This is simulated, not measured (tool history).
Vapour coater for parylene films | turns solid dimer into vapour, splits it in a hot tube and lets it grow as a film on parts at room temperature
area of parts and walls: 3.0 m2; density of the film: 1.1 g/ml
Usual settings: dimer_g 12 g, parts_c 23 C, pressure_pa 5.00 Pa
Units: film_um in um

run 1 hour=0.0 | dimer_g=12 parts_c=23 pressure_pa=5.00 | film_um=2.61
run 2 hour=23.1 | dimer_g=12 parts_c=23 pressure_pa=5.00 | film_um=2.63
-- hour=50.2 trap's valve overhauled
run 3 hour=60.7 | dimer_g=12 parts_c=23 pressure_pa=5.00 | film_um=2.78
run 4 hour=78.9 | dimer_g=12 parts_c=23 pressure_pa=5.00 | film_um=2.88
run 5 hour=111.0 | dimer_g=12 parts_c=23 pressure_pa=5.00 | film_um=2.82
run 6 hour=139.8 | dimer_g=12 parts_c=23 pressure_pa=5.00 | film_um=2.85
run 7 hour=159.3 | dimer_g=12 parts_c=23 pressure_pa=6.84 | film_um=2.71
run 8 hour=173.6 | dimer_g=20 parts_c=23 pressure_pa=5.00 | film_um=4.73
run 9 hour=188.2 | dimer_g=12 parts_c=23 pressure_pa=10.09 | film_um=2.52
run 10 hour=208.9 | dimer_g=12 parts_c=23 pressure_pa=5.00 | film_um=2.75
run 11 hour=225.8 | dimer_g=12 parts_c=23 pressure_pa=5.00 | film_um=2.79
run 12 hour=249.6 | dimer_g=12 parts_c=23 pressure_pa=5.00 | film_um=2.75
run 13 hour=271.0 | dimer_g=12 parts_c=23 pressure_pa=5.00 | film_um=2.87
run 14 hour=300.6 | dimer_g=12 parts_c=23 pressure_pa=5.00 | film_um=2.74
run 15 hour=322.4 | dimer_g=12 parts_c=23 pressure_pa=5.00 | film_um=2.82
run 16 hour=339.7 | dimer_g=12 parts_c=31 pressure_pa=5.00 | film_um=1.92
run 17 hour=371.4 | dimer_g=12 parts_c=31 pressure_pa=5.00 | film_um=1.91
run 18 hour=396.8 | dimer_g=12 parts_c=23 pressure_pa=6.62 | film_um=2.65
run 19 hour=419.6 | dimer_g=12 parts_c=23 pressure_pa=6.62 | film_um=2.70
run 20 hour=439.7 | dimer_g=12 parts_c=23 pressure_pa=5.00 | film_um=2.73
run 21 hour=461.0 | dimer_g=12 parts_c=25 pressure_pa=5.31 | film_um=2.46
run 22 hour=481.8 | dimer_g=12 parts_c=25 pressure_pa=5.31 | film_um=2.46
run 23 hour=508.4 | dimer_g=21 parts_c=29 pressure_pa=2.45 | film_um=3.95
run 24 hour=531.1 | dimer_g=8 parts_c=28 pressure_pa=8.51 | film_um=1.28
run 25 hour=546.1 | dimer_g=8 parts_c=28 pressure_pa=2.66 | film_um=1.56
run 26 hour=576.6 | dimer_g=8 parts_c=28 pressure_pa=2.66 | film_um=1.59
run 27 hour=608.9 | dimer_g=19 parts_c=33 pressure_pa=6.22 | film_um=2.56
run 28 hour=626.0 | dimer_g=20 parts_c=17 pressure_pa=4.73 | film_um=5.58
run 29 hour=652.0 | dimer_g=20 parts_c=24 pressure_pa=6.23 | film_um=4.08
run 30 hour=681.7 | dimer_g=20 parts_c=24 pressure_pa=6.23 | film_um=4.10
run 31 hour=703.1 | dimer_g=20 parts_c=24 pressure_pa=3.56 | film_um=4.35
run 32 hour=734.6 | dimer_g=20 parts_c=25 pressure_pa=10.91 | film_um=3.64
run 33 hour=757.2 | dimer_g=20 parts_c=25 pressure_pa=10.91 | film_um=3.64
run 34 hour=784.2 | dimer_g=8 parts_c=25 pressure_pa=3.54 | film_um=1.71
-- hour=815.4 trap's valve overhauled
run 35 hour=822.5 | dimer_g=6 parts_c=34 pressure_pa=3.54 | film_um=0.92
run 36 hour=850.5 | dimer_g=6 parts_c=34 pressure_pa=3.54 | film_um=0.91
run 37 hour=883.6 | dimer_g=12 parts_c=23 pressure_pa=2.41 | film_um=3.13
run 38 hour=916.2 | dimer_g=12 parts_c=33 pressure_pa=4.41 | film_um=1.82
run 39 hour=947.7 | dimer_g=20 parts_c=23 pressure_pa=4.07 | film_um=4.83

3 ways to go on from here, each from the tool as it stands after run 39. What would each give?
run A hour=979.5 | dimer_g=5 parts_c=23 pressure_pa=7.26 | film_um=?
run B hour=979.5 | dimer_g=20 parts_c=17 pressure_pa=4.07 | film_um=?
run C hour=979.5 | dimer_g=20 parts_c=19 pressure_pa=6.52 | film_um=?

run=A film_um=1.13
run=B film_um=5.76
run=C film_um=5.46
Without the tool's hidden state the same runs would have given:
run=A film_um=1.14
run=B film_um=5.90
run=C film_um=5.48
